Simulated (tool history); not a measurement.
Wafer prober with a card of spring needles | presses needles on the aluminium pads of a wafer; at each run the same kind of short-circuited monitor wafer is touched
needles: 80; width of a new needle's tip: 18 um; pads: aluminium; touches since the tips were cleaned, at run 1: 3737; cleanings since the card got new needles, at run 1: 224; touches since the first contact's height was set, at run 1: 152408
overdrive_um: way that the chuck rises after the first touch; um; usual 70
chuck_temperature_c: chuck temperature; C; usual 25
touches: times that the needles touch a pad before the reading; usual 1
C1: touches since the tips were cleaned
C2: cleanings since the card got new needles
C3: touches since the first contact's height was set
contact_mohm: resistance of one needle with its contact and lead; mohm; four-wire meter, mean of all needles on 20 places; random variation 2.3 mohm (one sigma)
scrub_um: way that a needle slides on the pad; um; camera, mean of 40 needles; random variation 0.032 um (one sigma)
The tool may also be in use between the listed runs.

run 1 hour=0 | overdrive_um=70 chuck_temperature_c=25 touches=1 | C1=3737 C2=224 C3=152408 | contact_mohm=882 scrub_um=14.88
-- hour=5.1 tips cleaned on abrasive film
-- hour=5.4 height of the first contact set anew
-- hour=18.1 tips cleaned on abrasive film
-- hour=28.2 tips cleaned on abrasive film
-- hour=40.9 tips cleaned on abrasive film
-- hour=51 tips cleaned on abrasive film
-- hour=63.7 tips cleaned on abrasive film
run 2 hour=67 | overdrive_um=70 chuck_temperature_c=25 touches=1 | C1=1838 C2=230 C3=33795 | contact_mohm=731 scrub_um=14.4
-- hour=74.6 tips cleaned on abrasive film
-- hour=84.8 tips cleaned on abrasive film
-- hour=97.4 tips cleaned on abrasive film
-- hour=110.1 tips cleaned on abrasive film
-- hour=122.8 tips cleaned on abrasive film
run 3 hour=132.5 | overdrive_um=70 chuck_temperature_c=25 touches=1 | C1=5386 C2=235 C3=69749 | contact_mohm=1043 scrub_um=14.24
-- hour=135.1 tips cleaned on abrasive film
-- hour=147.8 tips cleaned on abrasive film
-- hour=160.4 tips cleaned on abrasive film
-- hour=170.6 tips cleaned on abrasive film
-- hour=180.7 tips cleaned on abrasive film
-- hour=193.4 tips cleaned on abrasive film
run 4 hour=196.1 | overdrive_um=70 chuck_temperature_c=25 touches=1 | C1=1529 C2=241 C3=104625 | contact_mohm=716 scrub_um=14.16
-- hour=204 height of the first contact set anew, once more
-- hour=204.1 tips cleaned on abrasive film
-- hour=214.2 tips cleaned on abrasive film
-- hour=224.4 tips cleaned on abrasive film
-- hour=237 tips cleaned on abrasive film
-- hour=247.2 tips cleaned on abrasive film
-- hour=259.8 tips cleaned on abrasive film
run 5 hour=261.1 | overdrive_um=70 chuck_temperature_c=25 touches=1 | C1=691 C2=247 C3=31258 | contact_mohm=487 scrub_um=15.31
-- hour=271.2 tips cleaned on abrasive film
-- hour=283.9 tips cleaned on abrasive film
-- hour=294 tips cleaned on abrasive film
run 6 hour=299.6 | overdrive_um=70 chuck_temperature_c=25 touches=1 | C1=3115 C2=250 C3=52435 | contact_mohm=856 scrub_um=15.26
-- hour=304.8 tips cleaned on abrasive film
-- hour=317.4 tips cleaned on abrasive film
-- hour=327.6 tips cleaned on abrasive film
-- hour=340.2 tips cleaned on abrasive film
-- hour=350.4 tips cleaned on abrasive film
-- hour=363 tips cleaned on abrasive film
run 7 hour=363.7 | overdrive_um=70 chuck_temperature_c=25 touches=1 | C1=357 C2=256 C3=87527 | contact_mohm=421 scrub_um=15.13
-- hour=373.8 tips cleaned on abrasive film
-- hour=386.5 tips cleaned on abrasive film
-- hour=399.1 tips cleaned on abrasive film
-- hour=411.8 tips cleaned on abrasive film
-- hour=421.9 tips cleaned on abrasive film
-- hour=432.1 tips cleaned on abrasive film
run 8 hour=436.1 | overdrive_um=70 chuck_temperature_c=25 touches=1 | C1=2219 C2=262 C3=127261 | contact_mohm=780 scrub_um=15
-- hour=443.7 tips cleaned on abrasive film
-- hour=456.4 tips cleaned on abrasive film
-- hour=466.5 tips cleaned on abrasive film
run 9 hour=471 | overdrive_um=70 chuck_temperature_c=82 touches=1 | C1=2474 C2=265 C3=146409 | contact_mohm=749 scrub_um=14.9
-- hour=478.6 tips cleaned on abrasive film
-- hour=486.5 height of the first contact set anew
-- hour=489.1 tips cleaned on abrasive film
-- hour=499.2 tips cleaned on abrasive film
-- hour=511.9 tips cleaned on abrasive film
-- hour=522 tips cleaned on abrasive film
-- hour=532.2 tips cleaned on abrasive film
-- hour=544.1 tips cleaned on abrasive film
run 10 hour=544.1 | overdrive_um=70 chuck_temperature_c=82 touches=1 | C1=0 C2=272 C3=31538 | contact_mohm=349 scrub_um=15.31
-- hour=554.2 tips cleaned on abrasive film
-- hour=566.9 tips cleaned on abrasive film
-- hour=577 tips cleaned on abrasive film
run 11 hour=577.9 | overdrive_um=70 chuck_temperature_c=25 touches=2 | C1=504 C2=275 C3=50105 | contact_mohm=387 scrub_um=15.21
-- hour=588.1 tips cleaned on abrasive film
-- hour=598.2 tips cleaned on abrasive film
-- hour=608.4 tips cleaned on abrasive film
-- hour=621 tips cleaned on abrasive film
-- hour=633.7 tips cleaned on abrasive film
-- hour=646.3 tips cleaned on abrasive film
run 12 hour=649.8 | overdrive_um=70 chuck_temperature_c=25 touches=2 | C1=1916 C2=281 C3=89536 | contact_mohm=582 scrub_um=15.15
-- hour=657.4 tips cleaned on abrasive film
-- hour=667.6 tips cleaned on abrasive film
-- hour=677.7 tips cleaned on abrasive film
-- hour=687.9 tips cleaned on abrasive film
-- hour=698 tips cleaned on abrasive film
run 13 hour=699.2 | overdrive_um=84 chuck_temperature_c=123 touches=3 | C1=633 C2=286 C3=116569 | contact_mohm=348 scrub_um=18.08
-- hour=709.3 tips cleaned on abrasive film
-- hour=719.5 tips cleaned on abrasive film
-- hour=729.6 tips cleaned on abrasive film
-- hour=739.7 tips cleaned on abrasive film
-- hour=752.4 tips cleaned on abrasive film
-- hour=762.5 tips cleaned on abrasive film
run 14 hour=765.8 | overdrive_um=56 chuck_temperature_c=31 touches=1 | C1=1782 C2=292 C3=153089 | contact_mohm=951 scrub_um=11.86
-- hour=771.1 height of the first contact set anew
-- hour=773.7 tips cleaned on abrasive film
-- hour=783.9 tips cleaned on abrasive film
-- hour=794 tips cleaned on abrasive film
-- hour=804.1 tips cleaned on abrasive film
-- hour=816.8 tips cleaned on abrasive film
run 15 hour=825.4 | overdrive_um=56 chuck_temperature_c=31 touches=1 | C1=4733 C2=297 C3=29744 | contact_mohm=1378 scrub_um=12.27
-- hour=828 tips cleaned on abrasive film
-- hour=838.1 tips cleaned on abrasive film
-- hour=850.8 tips cleaned on abrasive film
-- hour=860.9 tips cleaned on abrasive film
-- hour=873.6 tips cleaned on abrasive film
run 16 hour=875.1 | overdrive_um=56 chuck_temperature_c=31 touches=1 | C1=841 C2=302 C3=56985 | contact_mohm=796 scrub_um=12.15
-- hour=885.2 tips cleaned on abrasive film
-- hour=895.4 tips cleaned on abrasive film
-- hour=905.5 tips cleaned on abrasive film
run 17 hour=908.9 | overdrive_um=56 chuck_temperature_c=31 touches=1 | C1=1887 C2=305 C3=75546 | contact_mohm=1128 scrub_um=12.12
-- hour=916.6 tips cleaned on abrasive film
-- hour=929.2 tips cleaned on abrasive film
-- hour=941.9 tips cleaned on abrasive film
-- hour=952 tips cleaned on abrasive film
-- hour=964 card fitted with new needles
run 18 hour=964.3 | overdrive_um=70 chuck_temperature_c=25 touches=2 | C1=137 C2=0 C3=137 | contact_mohm=274 scrub_um=15.48
-- hour=974.4 tips cleaned on abrasive film
-- hour=984.6 tips cleaned on abrasive film
-- hour=997.2 tips cleaned on abrasive film
-- hour=1007.4 tips cleaned on abrasive film
-- hour=1020 tips cleaned on abrasive film
run 19 hour=1020.6 | overdrive_um=78 chuck_temperature_c=25 touches=2 | C1=318 C2=5 C3=31021 | contact_mohm=290 scrub_um=17.13
-- hour=1030.8 tips cleaned on abrasive film
-- hour=1040.9 tips cleaned on abrasive film
-- hour=1051 tips cleaned on abrasive film
-- hour=1061.2 tips cleaned on abrasive film
-- hour=1073.8 tips cleaned on abrasive film
-- hour=1084 tips cleaned on abrasive film
run 20 hour=1090.1 | overdrive_um=51 chuck_temperature_c=100 touches=2 | C1=3405 C2=11 C3=69164 | contact_mohm=595 scrub_um=11.03
-- hour=1095.3 tips cleaned on abrasive film
-- hour=1105.4 tips cleaned on abrasive film
-- hour=1115.6 tips cleaned on abrasive film
-- hour=1125.7 tips cleaned on abrasive film
-- hour=1138.4 tips cleaned on abrasive film
-- hour=1148.5 tips cleaned on abrasive film
run 21 hour=1157.9 | overdrive_um=59 chuck_temperature_c=100 touches=1 | C1=5213 C2=17 C3=106336 | contact_mohm=732 scrub_um=12.64
-- hour=1160.5 tips cleaned on abrasive film
-- hour=1170.7 tips cleaned on abrasive film
-- hour=1180.8 tips cleaned on abrasive film
-- hour=1193.5 tips cleaned on abrasive film
-- hour=1203.6 tips cleaned on abrasive film
-- hour=1213.8 tips cleaned on abrasive film
run 22 hour=1219 | overdrive_um=65 chuck_temperature_c=46 touches=1 | C1=2870 C2=23 C3=139774 | contact_mohm=617 scrub_um=13.83

Measured less the same run without the tool's hidden state. The same run-to-run variation is in both; the gauge's scatter may not be:
The hidden state here: debris on the tips, nm; way that the needles fall short of the set height, um; tips' diameter, um; drift of the gauge itself on contact_mohm, %; drift of the gauge itself on scrub_um, %.
run=1 contact_mohm=+625 scrub_um=-0.58
run=2 contact_mohm=+477 scrub_um=-1.1
run=3 contact_mohm=+783 scrub_um=-1.22
run=4 contact_mohm=+461 scrub_um=-1.35
run=5 contact_mohm=+229 scrub_um=-0.15
run=6 contact_mohm=+598 scrub_um=-0.23
run=7 contact_mohm=+158 scrub_um=-0.35
run=8 contact_mohm=+525 scrub_um=-0.49
run=9 contact_mohm=+475 scrub_um=-0.56
run=10 contact_mohm=+73 scrub_um=-0.13
run=11 contact_mohm=+129 scrub_um=-0.21
run=12 contact_mohm=+327 scrub_um=-0.34
run=13 contact_mohm=+68 scrub_um=-0.46
run=14 contact_mohm=+689 scrub_um=-0.58
run=15 contact_mohm=+1116 scrub_um=-0.11
run=16 contact_mohm=+532 scrub_um=-0.23
run=17 contact_mohm=+866 scrub_um=-0.3
run=18 contact_mohm=+15 scrub_um=+0
run=19 contact_mohm=+35 scrub_um=-0.1
run=20 contact_mohm=+306 scrub_um=-0.24
run=21 contact_mohm=+449 scrub_um=-0.39
run=22 contact_mohm=+351 scrub_um=-0.52

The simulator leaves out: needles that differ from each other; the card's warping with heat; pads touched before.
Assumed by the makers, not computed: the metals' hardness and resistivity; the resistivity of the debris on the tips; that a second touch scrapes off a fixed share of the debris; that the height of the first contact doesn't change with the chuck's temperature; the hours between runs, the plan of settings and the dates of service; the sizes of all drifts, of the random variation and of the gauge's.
